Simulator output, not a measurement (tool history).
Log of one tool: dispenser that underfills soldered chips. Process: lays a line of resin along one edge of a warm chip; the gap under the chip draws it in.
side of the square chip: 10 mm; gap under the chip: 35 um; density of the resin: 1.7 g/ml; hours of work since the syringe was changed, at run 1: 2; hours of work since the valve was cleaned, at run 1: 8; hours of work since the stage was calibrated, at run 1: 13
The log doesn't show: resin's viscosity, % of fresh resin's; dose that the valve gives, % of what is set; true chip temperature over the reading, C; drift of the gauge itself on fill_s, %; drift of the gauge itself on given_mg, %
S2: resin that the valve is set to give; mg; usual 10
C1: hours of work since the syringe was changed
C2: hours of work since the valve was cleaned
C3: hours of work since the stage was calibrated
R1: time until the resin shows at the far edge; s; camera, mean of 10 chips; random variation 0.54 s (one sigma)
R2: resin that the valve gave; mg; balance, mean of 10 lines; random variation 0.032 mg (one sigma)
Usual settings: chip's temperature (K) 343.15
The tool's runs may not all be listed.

Run 1, hour 0: usual settings; C1 2; C2 8; C3 13. Result: R1 50.8 s, R2 10.01 mg.
At hour 10.6: new syringe of resin.
Run 2, hour 12.4: usual settings; C1 1; C2 17; C3 22. Result: R1 48.5 s, R2 9.93 mg.
At hour 24.8: new syringe of resin.
Run 3, hour 26.4: usual settings; C1 1; C2 27; C3 32. Result: R1 49.1 s, R2 9.88 mg.
Run 4, hour 37.5: usual settings; C1 10; C2 35; C3 40. Result: R1 68 s, R2 9.85 mg.
At hour 39: new syringe of resin.
Run 5, hour 45.8: usual settings; C1 5; C2 41; C3 46. Result: R1 56.8 s, R2 9.77 mg.
At hour 52.9: new syringe of resin.
Run 6, hour 53.1: usual settings but chip's temperature (K) 329.15; C1 0; C2 47; C3 51. Result: R1 86 s, R2 9.7 mg.
Run 7, hour 64.8: usual settings but chip's temperature (K) 329.15; C1 9; C2 55; C3 60. Result: R1 123.4 s, R2 9.72 mg.
At hour 66.9: new syringe of resin.
Run 8, hour 77.8: usual settings but chip's temperature (K) 329.15; C1 8; C2 65; C3 70. Result: R1 117.5 s, R2 9.66 mg.
At hour 81: new syringe of resin.
Run 9, hour 91.1: usual settings; C1 8; C2 75; C3 79. Result: R1 62.4 s, R2 9.63 mg.
At hour 94.6: new syringe of resin.
At hour 97: dispensing valve cleaned and set on the balance.
Run 10, hour 107.2: usual settings but chip's temperature (K) 333.15; C1 9; C2 8; C3 91. Result: R1 101.4 s, R2 9.96 mg.
At hour 110: new syringe of resin.
Run 11, hour 115.7: usual settings but chip's temperature (K) 333.15; C1 4; C2 14; C3 97. Result: R1 85.6 s, R2 9.89 mg.
At hour 124.2: new syringe of resin.
Run 12, hour 126: usual settings but chip's temperature (K) 333.15; C1 1; C2 21; C3 104. Result: R1 77 s, R2 9.9 mg.
At hour 137.7: new syringe of resin.
Run 13, hour 138: usual settings but chip's temperature (K) 333.15; C1 0; C2 30; C3 113. Result: R1 72.6 s, R2 9.87 mg.
At hour 151.6: new syringe of resin.
Run 14, hour 152.8: usual settings but chip's temperature (K) 333.15; C1 1; C2 41; C3 124. Result: R1 73.7 s, R2 9.82 mg.
Run 15, hour 160: usual settings but chip's temperature (K) 332.15, S2 9.7 mg; C1 6; C2 46; C3 129. Result: R1 99 s, R2 9.46 mg.
At hour 165.2: new syringe of resin.
Run 16, hour 168.4: usual settings but chip's temperature (K) 357.15, S2 12.5 mg; C1 2; C2 52; C3 135. Result: R1 30 s, R2 12.12 mg.
Run 17, hour 174.9: usual settings but chip's temperature (K) 333.15, S2 10.8 mg; C1 7; C2 57; C3 140. Result: R1 98.1 s, R2 10.44 mg.
At hour 178.8: new syringe of resin.
Run 18, hour 183.6: usual settings but chip's temperature (K) 333.15, S2 10.8 mg; C1 4; C2 64; C3 146. Result: R1 85.4 s, R2 10.46 mg.
At hour 193.6: new syringe of resin.
Run 19, hour 195.4: usual settings but chip's temperature (K) 333.15, S2 9.5 mg; C1 1; C2 72; C3 155. Result: R1 80.6 s, R2 9.07 mg.
At hour 203.4: dispensing valve cleaned and set on the balance.
Run 20, hour 205.6: usual settings but chip's temperature (K) 332.15, S2 10.2 mg; C1 8; C2 2; C3 162. Result: R1 108.7 s, R2 10.16 mg.

3 ways to go on from here, each from the tool as it stands after run 20. What would each give?
At hour 209.2: new syringe of resin.
Run A, hour 220.1: usual settings but chip's temperature (K) 341.15, S2 9.9 mg; C1 8; C2 12; C3 173. Result: R1 ?, R2 ?.
At hour 209.2: new syringe of resin.
Run B, hour 220.1: usual settings but chip's temperature (K) 339.15, S2 12.7 mg; C1 8; C2 12; C3 173. Result: R1 ?, R2 ?.
At hour 209.2: new syringe of resin.
Run C, hour 220.1: usual settings but chip's temperature (K) 351.15, S2 11.7 mg; C1 8; C2 12; C3 173. Result: R1 ?, R2 ?.

run    R1     R2
  A  74.4   9.83
  B    78  12.62
  C  48.4  11.57
Without the tool's hidden state the same runs would have given:
run    R1     R2
  A  49.8    9.9
  B    52  12.71
  C  32.4  11.65
